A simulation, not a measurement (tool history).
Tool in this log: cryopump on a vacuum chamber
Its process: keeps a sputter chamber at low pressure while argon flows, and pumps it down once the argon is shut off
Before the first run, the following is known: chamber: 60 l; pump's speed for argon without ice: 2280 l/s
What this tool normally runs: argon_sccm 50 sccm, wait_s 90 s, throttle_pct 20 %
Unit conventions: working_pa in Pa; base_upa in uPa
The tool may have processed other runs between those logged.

run,hour,argon_sccm,wait_s,throttle_pct,working_pa,base_upa
1,0.0,50,90,20,0.1922,0.67
2,18.3,50,90,20,0.1946,0.68
3,42.8,50,90,27,0.1444,0.70
4,57.1,50,91,27,0.1446,0.68
5,79.4,50,91,27,0.1470,0.69
6,90.6,50,91,27,0.1446,0.69
7,105.9,50,91,27,0.1452,0.72
8,120.4,50,91,27,0.1449,0.73
9,135.5,50,90,20,0.1941,0.79
10,148.5,30,61,20,0.1155,0.97
11,168.4,30,61,20,0.1158,0.94
12,180.9,30,28,23,0.1007,1.56
13,193.8,50,90,58,0.0738,0.83
14,217.0,37,46,27,0.1080,1.20
15,229.3,37,46,27,0.1085,1.14
16,243.7,20,90,48,0.0336,0.87
17,254.8,20,90,48,0.0343,0.89
18,273.9,20,90,48,0.0353,0.89

3 options for the next run, each taken on its own from the tool as it stands now. Forecast them:
A,286.7,52,90,20,?,?
B,286.7,33,102,26,?,?
C,286.7,20,135,48,?,?

run,working_pa,base_upa
A,0.2047,0.93
B,0.0997,0.88
C,0.0348,0.83
The same runs, with their run-to-run variation unchanged, on a tool lacking any hidden condition would have given:
run,working_pa,base_upa
A,0.1945,0.48
B,0.0932,0.43
C,0.0309,0.37

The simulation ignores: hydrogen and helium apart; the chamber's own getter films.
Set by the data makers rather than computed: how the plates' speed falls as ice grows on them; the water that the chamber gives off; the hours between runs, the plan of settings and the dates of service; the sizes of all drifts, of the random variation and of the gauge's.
